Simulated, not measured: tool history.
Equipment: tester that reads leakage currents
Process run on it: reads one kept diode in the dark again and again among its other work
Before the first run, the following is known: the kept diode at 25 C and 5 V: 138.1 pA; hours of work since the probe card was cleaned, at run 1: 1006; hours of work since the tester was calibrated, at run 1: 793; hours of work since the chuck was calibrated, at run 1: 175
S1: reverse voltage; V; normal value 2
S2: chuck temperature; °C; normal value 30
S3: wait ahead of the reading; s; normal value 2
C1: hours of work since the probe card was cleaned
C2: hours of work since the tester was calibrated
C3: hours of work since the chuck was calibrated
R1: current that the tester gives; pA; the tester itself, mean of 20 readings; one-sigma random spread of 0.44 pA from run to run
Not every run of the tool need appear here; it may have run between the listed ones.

Run 1, day 0: usual settings; C1 1006; C2 793; C3 175. Result: R1 141.87 pA.
Run 2, day 1.6: usual settings; C1 1034; C2 821; C3 203. Result: R1 140.59 pA.
Run 3, day 2.762: usual settings; C1 1054; C2 841; C3 223. Result: R1 139.77 pA.
Run 4, day 4.896: usual settings; C1 1091; C2 878; C3 260. Result: R1 139.38 pA.
Run 5, day 6.15: usual settings; C1 1113; C2 900; C3 282. Result: R1 138.7 pA.
Run 6, day 7.542: usual settings; C1 1137; C2 924; C3 306. Result: R1 138.12 pA.
At day 7.775: probe card cleaned and baked.
Run 7, day 9.538: usual settings; C1 31; C2 957; C3 339. Result: R1 137.09 pA.
Run 8, day 11.633: usual settings but S1 6.42 V, S3 1.19 s; C1 67; C2 993; C3 375. Result: R1 215.5 pA.
Run 9, day 12.829: usual settings but S1 6.42 V, S3 1.19 s; C1 88; C2 1014; C3 396. Result: R1 214.91 pA.
Run 10, day 14.55: usual settings but S2 26 °C, S3 5.04 s; C1 118; C2 1044; C3 426. Result: R1 97.92 pA.
Run 11, day 15.558: usual settings but S1 1.56 V, S2 35 °C; C1 135; C2 1062; C3 443. Result: R1 180.38 pA.
At day 17.521: probe card cleaned and baked, once more.
Run 12, day 17.579: usual settings but S2 27 °C, S3 0.33 s; C1 1; C2 1095; C3 476. Result: R1 105.08 pA.
Run 13, day 18.517: usual settings but S2 33 °C, S3 0.33 s; C1 17; C2 1111; C3 492. Result: R1 168.75 pA.
Run 14, day 19.538: usual settings but S3 0.63 s; C1 35; C2 1129; C3 510. Result: R1 132.42 pA.

4 ways to go on from here, each from the tool as it stands after run 14. What would each give?
Run A, day 21.554: usual settings but S2 54 °C, S3 0.63 s; C1 70; C2 1164; C3 545. Result: R1 ?.
Run B, day 21.554: usual settings but S1 1.91 V, S2 43 °C, S3 2.07 s; C1 70; C2 1164; C3 545. Result: R1 ?.
Run C, day 21.554: usual settings but S1 7.89 V, S2 33 °C, S3 2.5 s; C1 70; C2 1164; C3 545. Result: R1 ?.
Run D, day 21.554: usual settings but S2 22 °C, S3 0.63 s; C1 70; C2 1164; C3 545. Result: R1 ?.

run      R1
  A  779.13
  B   352.6
  C   285.3
  D   68.81
Without the tool's unlogged condition, the same runs would have read:
run      R1
  A   843.2
  B   383.8
  C  312.26
  D   75.83
